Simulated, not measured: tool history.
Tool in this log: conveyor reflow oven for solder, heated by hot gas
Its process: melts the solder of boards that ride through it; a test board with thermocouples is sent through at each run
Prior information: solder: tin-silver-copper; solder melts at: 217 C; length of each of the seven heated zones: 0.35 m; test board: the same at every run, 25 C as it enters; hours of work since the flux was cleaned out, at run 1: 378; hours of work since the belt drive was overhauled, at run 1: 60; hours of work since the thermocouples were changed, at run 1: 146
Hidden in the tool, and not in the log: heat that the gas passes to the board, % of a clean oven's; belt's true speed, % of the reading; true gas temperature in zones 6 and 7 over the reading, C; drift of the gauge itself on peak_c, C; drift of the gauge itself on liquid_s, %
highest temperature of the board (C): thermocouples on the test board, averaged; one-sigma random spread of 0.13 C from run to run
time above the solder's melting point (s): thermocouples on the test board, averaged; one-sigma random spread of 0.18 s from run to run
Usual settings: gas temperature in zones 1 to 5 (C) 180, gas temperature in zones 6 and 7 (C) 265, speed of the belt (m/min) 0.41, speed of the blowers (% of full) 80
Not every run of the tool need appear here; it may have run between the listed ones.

run,day,gas temperature in zones 1 to 5 (C),gas temperature in zones 6 and 7 (C),speed of the belt (m/min),speed of the blowers (% of full),hours of work since the flux was cleaned out,hours of work since the belt drive was overhauled,hours of work since the thermocouples were changed,highest temperature of the board (C),time above the solder's melting point (s)
1,0,180,265,0.41,80,378,60,146,256.4,85.6
2,0.9,172,265,0.41,80,393,75,161,255.8,81
3,1.921,172,265,0.357,80,410,92,178,258.7,97.4
# day 2.575: flux residue cleaned out of gas plates and filters
4,2.638,172,265,0.357,80,1,101,186,259.3,98.5
5,3.246,172,265,0.357,80,11,111,197,259.5,98
6,4.092,180,265,0.41,80,25,125,211,257.6,86.3
7,4.738,180,265,0.41,80,36,136,222,257.5,86.6
8,5.35,180,265,0.41,80,47,146,232,257.5,86.8
9,5.883,180,265,0.41,80,56,155,241,257.4,86.7
10,6.642,180,265,0.41,80,68,168,254,257.8,86.5
11,7.562,180,265,0.41,80,84,183,269,257.5,86.5
12,8.133,180,265,0.41,66,93,193,279,256,84.5
13,9.133,180,265,0.41,66,110,210,296,255.8,84.8
14,9.567,180,265,0.41,80,118,217,303,257.4,86.6
15,10.288,180,265,0.41,80,130,229,315,257.5,86.3
16,11.188,180,265,0.472,58,145,244,330,251,67.9
17,11.604,180,265,0.374,80,152,251,337,259.4,97.3
18,12.262,180,265,0.374,80,163,262,348,259.4,97.1

Run 19 comes next. What will it give?
19,12.754,180,265,0.374,80,171,271,356,?,?

highest temperature of the board (C): 259.1
time above the solder's melting point (s): 97.1
Were there no unlogged condition in the tool, this run, its random variation unchanged, would have produced highest temperature of the board (C) 257.9, time above the solder's melting point (s) 96.
